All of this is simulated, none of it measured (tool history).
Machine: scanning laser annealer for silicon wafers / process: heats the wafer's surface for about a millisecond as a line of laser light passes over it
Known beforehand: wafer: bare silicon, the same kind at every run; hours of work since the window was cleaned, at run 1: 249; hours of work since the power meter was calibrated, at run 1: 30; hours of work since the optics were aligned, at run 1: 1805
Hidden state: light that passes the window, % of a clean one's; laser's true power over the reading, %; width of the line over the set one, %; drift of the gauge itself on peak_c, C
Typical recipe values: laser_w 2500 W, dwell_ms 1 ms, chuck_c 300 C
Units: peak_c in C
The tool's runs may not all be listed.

run,hour,laser_w,dwell_ms,chuck_c,hours of work since the window was cleaned,hours of work since the power meter was calibrated,hours of work since the optics were aligned,peak_c
1,0,2500,1,300,249,30,1805,1021
2,6.3,2500,1,300,253,35,1809,1019
3,13.2,2500,1,300,258,40,1814,1019
4,26.9,2500,0.76,300,267,49,1824,927
5,37.1,2500,0.76,300,274,56,1831,927
6,46,2714,0.76,300,281,62,1837,993
7,59.5,2714,0.76,300,290,72,1846,992
8,65.7,2714,0.76,300,294,76,1850,991
9,75.9,2714,1.01,300,301,83,1858,1100
10,83.6,2714,0.81,300,307,88,1863,1017
11,89.9,2714,0.81,300,311,92,1867,1016
12,103.2,2500,1,300,320,102,1876,1022
13,111.6,2500,1,272,326,108,1882,997
14,119.3,2704,0.71,271,331,113,1887,938
15,132.7,2681,0.71,277,340,122,1897,933
16,140.7,2500,0.83,314,346,128,1902,970
17,150.2,2500,0.83,314,353,134,1909,970
18,156.8,2500,0.83,314,357,139,1913,969
19,167.4,2500,1.12,309,364,146,1921,1073
20,174.2,2500,1.12,309,369,151,1925,1071
21,186,2491,0.7,337,377,159,1933,938
22,192.3,2500,1,288,382,163,1938,1011
23,203.1,2500,1,288,389,171,1945,1007
24,211.1,2500,0.93,318,395,176,1951,1009
25,221.5,2500,1.21,265,402,183,1958,1061
26,234.6,2500,1.21,265,411,192,1967,1061

Each row is a separate what-if for the run after 26, all from the same tool condition, not one after another. Results?
A,247.8,2481,0.83,261,420,201,1976,?
B,247.8,2151,1.21,290,420,201,1976,?
C,247.8,2500,0.77,297,420,201,1976,?
D,247.8,2609,1.04,291,420,201,1976,?
E,247.8,2249,0.84,337,420,201,1976,?

run,peak_c
A,912
B,953
C,928
D,1065
E,919
With the hidden condition removed and each run's random variation left untouched, the same runs would have given:
run,peak_c
A,913
B,954
C,929
D,1066
E,919
